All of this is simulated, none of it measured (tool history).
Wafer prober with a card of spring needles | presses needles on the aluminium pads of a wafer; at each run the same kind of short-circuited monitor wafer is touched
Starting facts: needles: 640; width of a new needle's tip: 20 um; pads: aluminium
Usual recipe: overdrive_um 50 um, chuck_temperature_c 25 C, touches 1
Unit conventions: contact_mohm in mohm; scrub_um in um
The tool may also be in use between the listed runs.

run     day  overdrive_um  chuck_temperature_c  touches  contact_mohm  scrub_um
  1       0            50                   25        1           920     7.285
      0.462  -- tips cleaned on abrasive film
  2   1.096            50                   25        1           955     7.277
      1.321  -- tips cleaned on abrasive film
      2.133  -- tips cleaned on abrasive film
      2.879  -- tips cleaned on abrasive film
  3   2.879            50                   25        1           259     7.225
      3.712  -- tips cleaned on abrasive film
  4   4.012            50                   25        1           891     7.212
      4.467  -- tips cleaned on abrasive film
      4.575  -- height of the first contact set anew
      5.225  -- tips cleaned on abrasive film
  5   5.683            50                   25        1           965     7.142
      6.021  -- tips cleaned on abrasive film
  6     6.7            50                   25        1          1003     7.125
      6.871  -- tips cleaned on abrasive film
      7.708  -- tips cleaned on abrasive film
  7   7.708            50                   25        1           300     7.107
        8.6  -- tips cleaned on abrasive film
      9.392  -- tips cleaned on abrasive film
  8   9.392            50                   25        1           307     7.089
     10.162  -- tips cleaned on abrasive film
  9  10.879            50                   25        1          1024     7.069
     11.004  -- tips cleaned on abrasive film
     11.783  -- tips cleaned on abrasive film
 10  12.246            50                   25        1          1023     7.038
     12.558  -- tips cleaned on abrasive film
     12.738  -- height of the first contact set anew
     13.008  -- height of the first contact set anew, once more
 11  13.304            50                   25        1           981     7.338
     13.458  -- tips cleaned on abrasive film
     14.329  -- tips cleaned on abrasive film
 12  14.825            50                   25        1           969     7.298
     15.108  -- tips cleaned on abrasive film
     15.854  -- tips cleaned on abrasive film
 13  16.283            50                   30        3           491      7.27
     16.596  -- tips cleaned on abrasive film
     17.388  -- tips cleaned on abrasive film
 14  17.996            50                   25        2           696     7.266
     18.183  -- tips cleaned on abrasive film
     18.929  -- tips cleaned on abrasive film
     19.838  -- tips cleaned on abrasive film
 15  19.975            50                   25        2           531     7.219
     20.721  -- tips cleaned on abrasive film
     21.162  -- height of the first contact set anew
     21.604  -- tips cleaned on abrasive film
 16  21.604            45                   80        2           303     6.581
     22.379  -- tips cleaned on abrasive film
      23.25  -- tips cleaned on abrasive film
 17  23.683            50                   26        1           974     7.304
     24.012  -- tips cleaned on abrasive film
 18  24.679            68                   44        2           484     9.924
      24.85  -- tips cleaned on abrasive film
       25.7  -- tips cleaned on abrasive film
     26.483  -- tips cleaned on abrasive film
 19  26.775            62                   36        1           674     9.014
     27.242  -- tips cleaned on abrasive film
     28.133  -- tips cleaned on abrasive film
 20  28.738            62                   36        1           736     8.965
     28.933  -- tips cleaned on abrasive film
     29.417  -- height of the first contact set anew
     29.775  -- tips cleaned on abrasive film
 21  29.871            49                   42        1           650     7.189
     30.583  -- tips cleaned on abrasive film
 22  30.771            35                   39        2           996     5.103
     31.392  -- tips cleaned on abrasive film
     32.321  -- tips cleaned on abrasive film
 23  32.354            33                   25        1           642     4.805

Alternative continuations, all from the tool just after run 23; predict every row:
     33.167  -- tips cleaned on abrasive film
  A  33.85            55                   25        1             ?         ?
     33.167  -- tips cleaned on abrasive film
  B  33.85            50                   25        1             ?         ?
     33.167  -- tips cleaned on abrasive film
  C  33.85            50                   98        1             ?         ?
     33.167  -- tips cleaned on abrasive film
  D  33.85            58                   25        3             ?         ?
     33.167  -- tips cleaned on abrasive film
  E  33.85            50                   48        1             ?         ?

run  contact_mohm  scrub_um
  A           915     8.005
  B          1047     7.265
  C           973     7.268
  D           438     8.437
  E          1024     7.255
What these runs would have given with no unlogged condition in the tool:
run  contact_mohm  scrub_um
  A           218     8.071
  B           218     7.332
  C           236     7.335
  D           213     8.503
  E           224     7.321
